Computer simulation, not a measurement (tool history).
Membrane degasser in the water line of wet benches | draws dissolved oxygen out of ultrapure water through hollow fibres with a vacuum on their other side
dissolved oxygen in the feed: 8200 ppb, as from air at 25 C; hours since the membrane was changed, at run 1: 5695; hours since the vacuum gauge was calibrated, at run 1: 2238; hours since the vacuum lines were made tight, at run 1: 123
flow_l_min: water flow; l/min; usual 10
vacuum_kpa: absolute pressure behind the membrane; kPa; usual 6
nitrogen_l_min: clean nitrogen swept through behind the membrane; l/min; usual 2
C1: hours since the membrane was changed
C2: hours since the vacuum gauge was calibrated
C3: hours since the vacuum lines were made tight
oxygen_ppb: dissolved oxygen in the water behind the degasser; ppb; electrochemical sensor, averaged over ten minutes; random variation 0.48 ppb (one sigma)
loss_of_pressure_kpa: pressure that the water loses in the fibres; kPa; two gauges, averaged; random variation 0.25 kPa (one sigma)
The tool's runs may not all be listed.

run 1 hour=0 | flow_l_min=10 vacuum_kpa=6 nitrogen_l_min=2 | C1=5695 C2=2238 C3=123 | oxygen_ppb=38.2 loss_of_pressure_kpa=65.79
run 2 hour=74 | flow_l_min=10 vacuum_kpa=6 nitrogen_l_min=2 | C1=5769 C2=2312 C3=197 | oxygen_ppb=38.2 loss_of_pressure_kpa=65.69
run 3 hour=141.5 | flow_l_min=10 vacuum_kpa=6 nitrogen_l_min=2 | C1=5837 C2=2379 C3=265 | oxygen_ppb=37.6 loss_of_pressure_kpa=66.01
run 4 hour=223.2 | flow_l_min=10 vacuum_kpa=6 nitrogen_l_min=4.2 | C1=5918 C2=2461 C3=347 | oxygen_ppb=20.3 loss_of_pressure_kpa=65.49
run 5 hour=306.1 | flow_l_min=10 vacuum_kpa=6 nitrogen_l_min=4.2 | C1=6001 C2=2544 C3=430 | oxygen_ppb=20.6 loss_of_pressure_kpa=65.87
run 6 hour=439.8 | flow_l_min=10 vacuum_kpa=6 nitrogen_l_min=2 | C1=6135 C2=2677 C3=563 | oxygen_ppb=38.6 loss_of_pressure_kpa=65.86
run 7 hour=524.8 | flow_l_min=10 vacuum_kpa=6 nitrogen_l_min=2 | C1=6220 C2=2762 C3=648 | oxygen_ppb=37.1 loss_of_pressure_kpa=65.59
run 8 hour=642.6 | flow_l_min=10 vacuum_kpa=6 nitrogen_l_min=2 | C1=6338 C2=2880 C3=766 | oxygen_ppb=37.4 loss_of_pressure_kpa=66.04
run 9 hour=712.6 | flow_l_min=10 vacuum_kpa=6 nitrogen_l_min=2 | C1=6408 C2=2950 C3=836 | oxygen_ppb=38.1 loss_of_pressure_kpa=66.31
run 10 hour=782.2 | flow_l_min=10 vacuum_kpa=6 nitrogen_l_min=2 | C1=6477 C2=3020 C3=906 | oxygen_ppb=37.4 loss_of_pressure_kpa=66.04
run 11 hour=887.5 | flow_l_min=10 vacuum_kpa=6 nitrogen_l_min=2 | C1=6583 C2=3125 C3=1011 | oxygen_ppb=37.7 loss_of_pressure_kpa=66.14
run 12 hour=945 | flow_l_min=10 vacuum_kpa=6 nitrogen_l_min=2 | C1=6640 C2=3183 C3=1068 | oxygen_ppb=38.1 loss_of_pressure_kpa=65.85
run 13 hour=1077.6 | flow_l_min=10 vacuum_kpa=6 nitrogen_l_min=2 | C1=6773 C2=3315 C3=1201 | oxygen_ppb=37.9 loss_of_pressure_kpa=66.07
run 14 hour=1188.3 | flow_l_min=10 vacuum_kpa=6 nitrogen_l_min=2 | C1=6883 C2=3426 C3=1312 | oxygen_ppb=37.9 loss_of_pressure_kpa=65.81
run 15 hour=1315.7 | flow_l_min=10 vacuum_kpa=6 nitrogen_l_min=2 | C1=7011 C2=3553 C3=1439 | oxygen_ppb=36.7 loss_of_pressure_kpa=66.09
run 16 hour=1400.6 | flow_l_min=10 vacuum_kpa=6 nitrogen_l_min=2 | C1=7096 C2=3638 C3=1524 | oxygen_ppb=36.9 loss_of_pressure_kpa=65.7
run 17 hour=1510 | flow_l_min=6 vacuum_kpa=7.22 nitrogen_l_min=2 | C1=7205 C2=3748 C3=1633 | oxygen_ppb=30.1 loss_of_pressure_kpa=39.25
run 18 hour=1652.7 | flow_l_min=10 vacuum_kpa=4.54 nitrogen_l_min=2 | C1=7348 C2=3890 C3=1776 | oxygen_ppb=21 loss_of_pressure_kpa=65.9
run 19 hour=1777.6 | flow_l_min=10 vacuum_kpa=6.76 nitrogen_l_min=2.92 | C1=7473 C2=4015 C3=1901 | oxygen_ppb=33.8 loss_of_pressure_kpa=65.7
run 20 hour=1871.4 | flow_l_min=10 vacuum_kpa=6.76 nitrogen_l_min=2.92 | C1=7566 C2=4109 C3=1995 | oxygen_ppb=32.9 loss_of_pressure_kpa=66.28
run 21 hour=1942.9 | flow_l_min=7 vacuum_kpa=4.04 nitrogen_l_min=2 | C1=7638 C2=4180 C3=2066 | oxygen_ppb=7.9 loss_of_pressure_kpa=46.05
run 22 hour=2025.1 | flow_l_min=10 vacuum_kpa=4.7 nitrogen_l_min=2 | C1=7720 C2=4263 C3=2149 | oxygen_ppb=21.7 loss_of_pressure_kpa=65.99
run 23 hour=2158.6 | flow_l_min=10 vacuum_kpa=4.7 nitrogen_l_min=2 | C1=7854 C2=4396 C3=2282 | oxygen_ppb=22 loss_of_pressure_kpa=66.3
run 24 hour=2275.5 | flow_l_min=13 vacuum_kpa=4.15 nitrogen_l_min=2.2 | C1=7971 C2=4513 C3=2399 | oxygen_ppb=27.4 loss_of_pressure_kpa=86
-- hour=2336.5 vacuum gauge calibrated
run 25 hour=2357.5 | flow_l_min=13 vacuum_kpa=5.63 nitrogen_l_min=1.75 | C1=8052 C2=21 C3=2480 | oxygen_ppb=55.6 loss_of_pressure_kpa=85.9
run 26 hour=2471 | flow_l_min=13 vacuum_kpa=5.63 nitrogen_l_min=1.75 | C1=8166 C2=135 C3=2594 | oxygen_ppb=57.4 loss_of_pressure_kpa=85.83
run 27 hour=2607.6 | flow_l_min=13 vacuum_kpa=5.63 nitrogen_l_min=1.75 | C1=8302 C2=271 C3=2731 | oxygen_ppb=56 loss_of_pressure_kpa=86.35
run 28 hour=2727.3 | flow_l_min=11 vacuum_kpa=4.23 nitrogen_l_min=5.82 | C1=8422 C2=391 C3=2850 | oxygen_ppb=10.4 loss_of_pressure_kpa=72.34
run 29 hour=2804.9 | flow_l_min=7 vacuum_kpa=6.92 nitrogen_l_min=2 | C1=8499 C2=468 C3=2928 | oxygen_ppb=32.3 loss_of_pressure_kpa=46.18
run 30 hour=2884.4 | flow_l_min=12 vacuum_kpa=9.59 nitrogen_l_min=3.16 | C1=8579 C2=548 C3=3007 | oxygen_ppb=68.7 loss_of_pressure_kpa=79.23
run 31 hour=2973.3 | flow_l_min=12 vacuum_kpa=9.59 nitrogen_l_min=3.16 | C1=8668 C2=637 C3=3096 | oxygen_ppb=69.3 loss_of_pressure_kpa=79.2
run 32 hour=3114.7 | flow_l_min=10 vacuum_kpa=3.82 nitrogen_l_min=2 | C1=8809 C2=778 C3=3238 | oxygen_ppb=11.3 loss_of_pressure_kpa=66.32

Forecast each of these 3 alternatives for the next run:
run A hour=3222.7 | flow_l_min=15 vacuum_kpa=14.84 nitrogen_l_min=2 | C1=8917 C2=886 C3=3346 | oxygen_ppb=? loss_of_pressure_kpa=?
run B hour=3222.7 | flow_l_min=8 vacuum_kpa=6 nitrogen_l_min=1.07 | C1=8917 C2=886 C3=3346 | oxygen_ppb=? loss_of_pressure_kpa=?
run C hour=3222.7 | flow_l_min=7 vacuum_kpa=6 nitrogen_l_min=2 | C1=8917 C2=886 C3=3346 | oxygen_ppb=? loss_of_pressure_kpa=?

run=A oxygen_ppb=231.5 loss_of_pressure_kpa=99.19
run=B oxygen_ppb=51.1 loss_of_pressure_kpa=52.88
run=C oxygen_ppb=25.1 loss_of_pressure_kpa=46.03
Without the tool's hidden state the same runs would have given:
run=A oxygen_ppb=231 loss_of_pressure_kpa=98.95
run=B oxygen_ppb=51 loss_of_pressure_kpa=52.76
run=C oxygen_ppb=25 loss_of_pressure_kpa=45.92
